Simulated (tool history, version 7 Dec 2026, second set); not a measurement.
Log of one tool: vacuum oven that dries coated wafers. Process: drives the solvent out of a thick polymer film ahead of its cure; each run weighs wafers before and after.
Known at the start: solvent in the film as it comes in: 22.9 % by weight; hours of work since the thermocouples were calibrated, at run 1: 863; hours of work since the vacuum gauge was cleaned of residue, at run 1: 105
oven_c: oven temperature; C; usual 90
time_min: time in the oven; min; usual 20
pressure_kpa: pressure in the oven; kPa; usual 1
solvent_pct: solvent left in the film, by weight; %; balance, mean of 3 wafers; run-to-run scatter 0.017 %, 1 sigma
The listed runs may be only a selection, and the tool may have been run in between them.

| run | hour | oven_c | time_min | pressure_kpa | hours of work since the thermocouples were calibrated | hours of work since the vacuum gauge was cleaned of residue | solvent_pct |
|---|---|---|---|---|---|---|---|
| 1 | 0 | 90 | 20 | 1 | 863 | 105 | 3.33 |
| 2 | 13.2 | 90 | 20 | 1 | 869 | 112 | 3.36 |
| 3 | 26.4 | 90 | 20 | 1 | 876 | 119 | 3.38 |
| 4 | 38.1 | 90 | 20 | 1 | 882 | 125 | 3.36 |
| 5 | 48.2 | 90 | 14 | 1 | 888 | 130 | 5.43 |
| 6 | 59.4 | 90 | 14 | 1 | 894 | 136 | 5.46 |
| 7 | 65.7 | 90 | 14 | 1 | 897 | 139 | 5.4 |
| 8 | 77.4 | 90 | 12 | 1 | 903 | 145 | 6.42 |
| 9 | 87.8 | 90 | 12 | 1 | 908 | 151 | 6.41 |
| 10 | 100.6 | 90 | 26 | 1 | 915 | 157 | 2.16 |
| 11 | 107 | 90 | 20 | 1 | 918 | 161 | 3.33 |
|  | 114.8 | oven's thermocouples calibrated |
| 12 | 119.3 | 90 | 21 | 1 | 2 | 166 | 3.57 |
| 13 | 129.6 | 90 | 21 | 1 | 8 | 171 | 3.59 |
| 14 | 138.3 | 91 | 20 | 1 | 12 | 176 | 3.41 |
| 15 | 147.5 | 91 | 20 | 1 | 17 | 181 | 3.4 |
| 16 | 160.1 | 91 | 20 | 1 | 24 | 187 | 3.43 |
|  | 162.4 | vacuum gauge cleaned of residue and calibrated |
| 17 | 173.3 | 91 | 20 | 1 | 30 | 6 | 3.44 |
| 18 | 184.1 | 93 | 16 | 1 | 35 | 11 | 3.86 |
| 19 | 190.6 | 98 | 20 | 1 | 39 | 15 | 1.36 |
| 20 | 204.5 | 98 | 20 | 1 | 46 | 22 | 1.35 |
|  | 218.6 | vacuum gauge cleaned of residue and calibrated, once more |
| 21 | 221.2 | 97 | 21 | 1.94 | 54 | 1 | 1.84 |
| 22 | 230.3 | 97 | 11 | 2.86 | 59 | 6 | 4.98 |
| 23 | 237 | 79 | 13 | 1 | 62 | 10 | 11.74 |
| 24 | 249.4 | 79 | 13 | 1 | 69 | 16 | 11.68 |
| 25 | 258.7 | 90 | 27 | 1 | 74 | 21 | 2.3 |

Alternative continuations, all from the tool just after run 25; predict every row:
| A | 268.6 | 88 | 23 | 3.59 | 79 | 26 | ? |
| B | 268.6 | 91 | 27 | 2.86 | 79 | 26 | ? |
| C | 268.6 | 90 | 12 | 1 | 79 | 26 | ? |

| run | solvent_pct |
|---|---|
| A | 5.34 |
| B | 3.09 |
| C | 6.93 |
With no hidden state in the tool, these same runs would have given:
| run | solvent_pct |
|---|---|
| A | 5.52 |
| B | 3.22 |
| C | 7.13 |
